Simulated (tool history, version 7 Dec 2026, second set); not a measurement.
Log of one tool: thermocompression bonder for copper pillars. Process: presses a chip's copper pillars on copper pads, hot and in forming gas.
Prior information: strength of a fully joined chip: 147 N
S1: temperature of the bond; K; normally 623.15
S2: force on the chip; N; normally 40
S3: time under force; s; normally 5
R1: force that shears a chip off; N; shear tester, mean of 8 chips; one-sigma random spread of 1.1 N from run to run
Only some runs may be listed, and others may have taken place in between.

run   hour      S1  S2  S3     R1
  1    0.0  623.15  40   5   94.7
  2   16.8  623.15  40   5   90.5
  3   37.5  623.15  40   5   91.6
  4   52.8  623.15  40   5   91.1
  5   74.9  623.15  40   5   91.7
  6   93.2  623.15  40   5   91.1
  7  111.5  623.15  40   5   89.8
  8  128.9  637.15  40   5   99.7
  9  149.0  637.15  40   5   96.8
 10  160.8  623.15  40   5   86.3
     176.7  -- forming gas filter changed
 11  177.6  623.15  40   5   98.6
 12  204.5  623.15  40   5   98.3
 13  230.8  623.15  38   5   94.3
 14  250.2  623.15  38   5   94.8
 15  262.2  609.15  38   5   83.5
 16  277.5  623.15  40  13  116.5
 17  300.9  623.15  40  13  117.9
 18  326.6  623.15  40   5   92.5
 19  353.8  623.15  40   4   85.9
 20  368.3  623.15  40   4   87.1
 21  383.8  623.15  29   5   73.5
 22  397.1  605.15  29   6   67.0
 23  416.2  605.15  29   6   65.8
 24  443.3  603.15  31   5   62.7
 25  465.3  603.15  31   5   61.6
 26  480.5  622.15  31   3   61.4
 27  503.5  623.15  25  11   81.9
     507.4  -- heater calibrated with a thermocouple chip
 28  520.3  623.15  25  11   78.8
 29  540.0  641.15  40   6   99.0
 30  558.3  641.15  40   6   97.7
 31  573.9  645.15  36  14  113.3
     586.9  -- forming gas filter changed
 32  593.0  636.15  27   5   79.0
     621.7  -- heater calibrated with a thermocouple chip, once more
 33  622.3  636.15  38  12  128.0
 34  637.2  636.15  38  12  126.4
 35  660.0  649.15  33   5  108.2
 36  680.6  602.15  27   6   68.8
 37  706.4  630.15  40   5  103.8
 38  726.6  630.15  40   5  103.3
 39  751.1  600.15  26  12   80.7
 40  770.9  597.15  26   3   46.6

Below are 3 alternative next runs, each starting from the tool's condition after run 40. Predict each:
  A  796.1  618.15  25  15   ?
  B  796.1  628.15  40   5   ?
  C  796.1  626.15  40   4   ?

run    R1
  A  96.5
  B  99.7
  C  92.8
The same runs, with their run-to-run variation unchanged, on a tool lacking any hidden condition would have given:
run     R1
  A  104.5
  B  107.9
  C  100.5
